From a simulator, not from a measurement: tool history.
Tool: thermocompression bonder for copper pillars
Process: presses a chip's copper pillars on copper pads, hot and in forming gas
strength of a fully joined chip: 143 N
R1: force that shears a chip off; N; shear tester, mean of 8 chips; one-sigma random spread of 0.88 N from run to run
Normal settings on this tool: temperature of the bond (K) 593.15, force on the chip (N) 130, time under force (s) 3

Run 1, day 0.000: usual settings. Result: R1 72.6 N.
Run 2, day 0.404: usual settings. Result: R1 73.0 N.
Run 3, day 0.854: usual settings. Result: R1 73.5 N.
Run 4, day 1.183: usual settings. Result: R1 73.4 N.
Run 5, day 1.433: usual settings. Result: R1 72.4 N.
Run 6, day 1.779: usual settings but temperature of the bond (K) 612.15. Result: R1 88.6 N.
Run 7, day 2.038: usual settings. Result: R1 71.3 N.
Run 8, day 2.500: usual settings. Result: R1 71.4 N.
Run 9, day 2.938: usual settings. Result: R1 71.9 N.
Run 10, day 3.312: usual settings. Result: R1 72.3 N.
Run 11, day 3.717: usual settings but force on the chip (N) 84. Result: R1 52.2 N.
Run 12, day 3.992: usual settings but force on the chip (N) 84. Result: R1 52.0 N.
Run 13, day 4.233: usual settings but temperature of the bond (K) 616.15, force on the chip (N) 84. Result: R1 68.1 N.
Run 14, day 4.542: usual settings. Result: R1 71.9 N.
Run 15, day 4.950: usual settings but force on the chip (N) 139. Result: R1 74.6 N.
Run 16, day 5.400: usual settings but force on the chip (N) 139. Result: R1 73.6 N.
Run 17, day 5.596: usual settings but force on the chip (N) 139. Result: R1 75.5 N.
Run 18, day 5.971: usual settings but force on the chip (N) 139. Result: R1 74.8 N.
Run 19, day 6.362: usual settings but force on the chip (N) 88, time under force (s) 2. Result: R1 45.0 N.
Run 20, day 6.733: usual settings but force on the chip (N) 88, time under force (s) 2. Result: R1 47.3 N.
Run 21, day 7.175: usual settings but temperature of the bond (K) 589.15, time under force (s) 8. Result: R1 97.2 N.
Run 22, day 7.458: usual settings but temperature of the bond (K) 585.15, force on the chip (N) 83, time under force (s) 2. Result: R1 39.9 N.
Run 23, day 7.754: usual settings but temperature of the bond (K) 585.15, force on the chip (N) 83, time under force (s) 2. Result: R1 39.7 N.
Run 24, day 8.104: usual settings but temperature of the bond (K) 570.15. Result: R1 54.3 N.
Run 25, day 8.346: usual settings but temperature of the bond (K) 570.15. Result: R1 53.7 N.
Run 26, day 8.696: usual settings but temperature of the bond (K) 589.15, force on the chip (N) 137, time under force (s) 5. Result: R1 84.9 N.
At day 9.000: forming gas filter changed.
Run 27, day 9.154: usual settings but temperature of the bond (K) 569.15, force on the chip (N) 137, time under force (s) 6. Result: R1 72.8 N.

What does the tool deliver on the next run?
Run 28, day 9.438: usual settings but temperature of the bond (K) 578.15, force on the chip (N) 148, time under force (s) 4. Result: R1 ?.

Run 28 gave R1 75.7 N.
If the tool had no hidden condition, the same run with the same run-to-run variation would have returned R1 75.7 N.

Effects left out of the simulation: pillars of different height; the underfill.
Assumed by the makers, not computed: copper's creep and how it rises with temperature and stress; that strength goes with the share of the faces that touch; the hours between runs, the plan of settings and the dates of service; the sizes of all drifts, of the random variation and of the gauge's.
